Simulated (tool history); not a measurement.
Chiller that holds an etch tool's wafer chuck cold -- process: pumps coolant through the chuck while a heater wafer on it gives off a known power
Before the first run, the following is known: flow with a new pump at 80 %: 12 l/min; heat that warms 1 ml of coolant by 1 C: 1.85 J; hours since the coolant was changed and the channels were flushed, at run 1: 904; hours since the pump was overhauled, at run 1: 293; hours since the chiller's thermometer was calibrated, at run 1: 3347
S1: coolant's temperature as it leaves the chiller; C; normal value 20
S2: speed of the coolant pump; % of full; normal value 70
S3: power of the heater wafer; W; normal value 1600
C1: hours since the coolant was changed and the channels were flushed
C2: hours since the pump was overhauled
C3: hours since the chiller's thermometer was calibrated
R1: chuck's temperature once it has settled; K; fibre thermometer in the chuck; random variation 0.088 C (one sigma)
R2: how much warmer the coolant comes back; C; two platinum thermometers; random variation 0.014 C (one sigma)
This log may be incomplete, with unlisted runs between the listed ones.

Run 1, hour 0.0: usual settings; C1 904; C2 293; C3 3347. Result: R1 304.75 K, R2 4.99 C.
Run 2, hour 40.7: usual settings; C1 944; C2 334; C3 3388. Result: R1 304.65 K, R2 4.98 C.
Run 3, hour 78.4: usual settings; C1 982; C2 371; C3 3426. Result: R1 304.65 K, R2 5.00 C.
Run 4, hour 138.8: usual settings but S1 28 C; C1 1042; C2 432; C3 3486. Result: R1 312.69 K, R2 4.97 C.
Run 5, hour 184.6: usual settings but S1 21 C; C1 1088; C2 477; C3 3532. Result: R1 305.71 K, R2 4.97 C.
Run 6, hour 234.7: usual settings; C1 1138; C2 528; C3 3582. Result: R1 304.71 K, R2 4.97 C.
Run 7, hour 288.1: usual settings; C1 1192; C2 581; C3 3635. Result: R1 304.59 K, R2 4.96 C.
Run 8, hour 322.7: usual settings; C1 1226; C2 616; C3 3670. Result: R1 304.69 K, R2 4.96 C.
Run 9, hour 376.4: usual settings; C1 1280; C2 669; C3 3723. Result: R1 304.66 K, R2 4.98 C.
At hour 400.9: chiller's thermometer calibrated.
Run 10, hour 427.7: usual settings but S3 1452 W; C1 1330; C2 720; C3 27. Result: R1 303.44 K, R2 4.50 C.
Run 11, hour 470.0: usual settings but S3 1452 W; C1 1373; C2 762; C3 69. Result: R1 303.59 K, R2 4.53 C.
Run 12, hour 529.1: usual settings; C1 1432; C2 821; C3 128. Result: R1 304.59 K, R2 4.95 C.
Run 13, hour 569.8: usual settings but S3 1270 W; C1 1473; C2 862; C3 169. Result: R1 302.39 K, R2 3.97 C.
Run 14, hour 606.9: usual settings but S3 1270 W; C1 1510; C2 899; C3 206. Result: R1 302.41 K, R2 3.94 C.
Run 15, hour 642.4: usual settings but S1 13 C, S2 89 % of full, S3 1954 W; C1 1545; C2 934; C3 241. Result: R1 298.01 K, R2 4.74 C.
Run 16, hour 698.6: usual settings but S1 13 C, S2 89 % of full, S3 1954 W; C1 1601; C2 990; C3 298. Result: R1 298.05 K, R2 4.73 C.
Run 17, hour 731.2: usual settings but S1 12 C; C1 1634; C2 1023; C3 330. Result: R1 296.59 K, R2 4.99 C.
Run 18, hour 762.3: usual settings but S1 12 C; C1 1665; C2 1054; C3 361. Result: R1 296.70 K, R2 4.95 C.
Run 19, hour 803.3: usual settings but S1 12 C; C1 1706; C2 1095; C3 402. Result: R1 296.69 K, R2 4.96 C.
Run 20, hour 853.6: usual settings but S1 24 C, S3 1173 W; C1 1756; C2 1145; C3 453. Result: R1 305.68 K, R2 3.64 C.
Run 21, hour 901.5: usual settings but S2 97 % of full; C1 1804; C2 1193; C3 501. Result: R1 302.08 K, R2 3.55 C.
Run 22, hour 933.7: usual settings but S1 13 C, S2 74 % of full, S3 1709 W; C1 1836; C2 1226; C3 533. Result: R1 297.92 K, R2 5.01 C.
Run 23, hour 983.5: usual settings but S1 25 C, S2 74 % of full, S3 1785 W; C1 1886; C2 1275; C3 583. Result: R1 310.57 K, R2 5.26 C.
Run 24, hour 1019.6: usual settings but S1 25 C, S2 74 % of full, S3 1785 W; C1 1922; C2 1311; C3 619. Result: R1 310.52 K, R2 5.24 C.
Run 25, hour 1079.7: usual settings but S1 24 C, S2 91 % of full, S3 1780 W; C1 1982; C2 1372; C3 679. Result: R1 307.77 K, R2 4.23 C.
Run 26, hour 1121.6: usual settings but S1 24 C, S2 91 % of full, S3 1780 W; C1 2024; C2 1413; C3 721. Result: R1 307.78 K, R2 4.24 C.
Run 27, hour 1178.9: usual settings but S1 12 C, S2 72 % of full, S3 937 W; C1 2082; C2 1471; C3 778. Result: R1 291.78 K, R2 2.83 C.
Run 28, hour 1213.3: usual settings but S2 94 % of full, S3 2368 W; C1 2116; C2 1505; C3 812. Result: R1 306.93 K, R2 5.45 C.

Hidden condition of the tool, last listed run before each entry between runs versus first listed run after:
After run 9, before run 10: chiller's thermometer calibrated (hour 400.9)
  no difference in the tool's unlogged condition between these two runs
